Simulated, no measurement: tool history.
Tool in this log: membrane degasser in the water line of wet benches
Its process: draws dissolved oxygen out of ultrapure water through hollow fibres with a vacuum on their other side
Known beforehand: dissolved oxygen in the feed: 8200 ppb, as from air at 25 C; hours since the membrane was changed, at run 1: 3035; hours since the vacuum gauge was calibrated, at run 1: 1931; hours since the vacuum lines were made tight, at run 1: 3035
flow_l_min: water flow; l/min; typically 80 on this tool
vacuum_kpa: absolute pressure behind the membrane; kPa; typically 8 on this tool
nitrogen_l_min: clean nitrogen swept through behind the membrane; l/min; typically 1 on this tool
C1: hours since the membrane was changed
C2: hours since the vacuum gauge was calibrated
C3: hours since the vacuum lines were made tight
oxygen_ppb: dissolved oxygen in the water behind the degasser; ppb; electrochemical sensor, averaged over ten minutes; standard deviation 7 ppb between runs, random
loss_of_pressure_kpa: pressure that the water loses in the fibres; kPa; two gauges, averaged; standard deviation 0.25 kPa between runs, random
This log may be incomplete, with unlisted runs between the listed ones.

run 1 hour=0 | flow_l_min=80 vacuum_kpa=8 nitrogen_l_min=1 | C1=3035 C2=1931 C3=3035 | oxygen_ppb=720 loss_of_pressure_kpa=68.69
run 2 hour=146.5 | flow_l_min=80 vacuum_kpa=8 nitrogen_l_min=1 | C1=3182 C2=2077 C3=3182 | oxygen_ppb=704 loss_of_pressure_kpa=68.93
run 3 hour=333 | flow_l_min=80 vacuum_kpa=8 nitrogen_l_min=1 | C1=3368 C2=2264 C3=3368 | oxygen_ppb=704.3 loss_of_pressure_kpa=68.63
run 4 hour=460.3 | flow_l_min=80 vacuum_kpa=8 nitrogen_l_min=1 | C1=3496 C2=2391 C3=3496 | oxygen_ppb=717.5 loss_of_pressure_kpa=68.35
run 5 hour=560.6 | flow_l_min=80 vacuum_kpa=8 nitrogen_l_min=1 | C1=3596 C2=2492 C3=3596 | oxygen_ppb=719.4 loss_of_pressure_kpa=69.07
run 6 hour=661.1 | flow_l_min=69 vacuum_kpa=8 nitrogen_l_min=1 | C1=3697 C2=2592 C3=3697 | oxygen_ppb=607.6 loss_of_pressure_kpa=59.46
run 7 hour=810.7 | flow_l_min=69 vacuum_kpa=8 nitrogen_l_min=1 | C1=3846 C2=2742 C3=3846 | oxygen_ppb=613 loss_of_pressure_kpa=59.56
run 8 hour=913 | flow_l_min=52 vacuum_kpa=8 nitrogen_l_min=1 | C1=3948 C2=2844 C3=3948 | oxygen_ppb=464.5 loss_of_pressure_kpa=44.96
run 9 hour=1025.7 | flow_l_min=101 vacuum_kpa=8 nitrogen_l_min=1 | C1=4061 C2=2957 C3=4061 | oxygen_ppb=942.4 loss_of_pressure_kpa=86.9
run 10 hour=1192.6 | flow_l_min=80 vacuum_kpa=8.86 nitrogen_l_min=1.49 | C1=4228 C2=3124 C3=4228 | oxygen_ppb=640.2 loss_of_pressure_kpa=68.97
run 11 hour=1355.1 | flow_l_min=68 vacuum_kpa=8.86 nitrogen_l_min=1.55 | C1=4391 C2=3286 C3=4391 | oxygen_ppb=529.1 loss_of_pressure_kpa=58.73
run 12 hour=1449.5 | flow_l_min=68 vacuum_kpa=13.69 nitrogen_l_min=0.95 | C1=4485 C2=3380 C3=4485 | oxygen_ppb=1213.9 loss_of_pressure_kpa=58.57
run 13 hour=1615.1 | flow_l_min=68 vacuum_kpa=13.69 nitrogen_l_min=0.95 | C1=4651 C2=3546 C3=4651 | oxygen_ppb=1237.2 loss_of_pressure_kpa=58.52
run 14 hour=1725.5 | flow_l_min=68 vacuum_kpa=8 nitrogen_l_min=1 | C1=4761 C2=3656 C3=4761 | oxygen_ppb=604.1 loss_of_pressure_kpa=58.73

Predict the results of run 15:
run 15 hour=1898.9 | flow_l_min=56 vacuum_kpa=5.26 nitrogen_l_min=1.71 | C1=4934 C2=3830 C3=4934 | oxygen_ppb=? loss_of_pressure_kpa=?

Run 15 yielded oxygen_ppb 169.9 ppb, loss_of_pressure_kpa 48.46 kPa.
Minus the tool's unlogged condition, the same run would have read oxygen_ppb 155.7 ppb, loss_of_pressure_kpa 47.25 kPa.

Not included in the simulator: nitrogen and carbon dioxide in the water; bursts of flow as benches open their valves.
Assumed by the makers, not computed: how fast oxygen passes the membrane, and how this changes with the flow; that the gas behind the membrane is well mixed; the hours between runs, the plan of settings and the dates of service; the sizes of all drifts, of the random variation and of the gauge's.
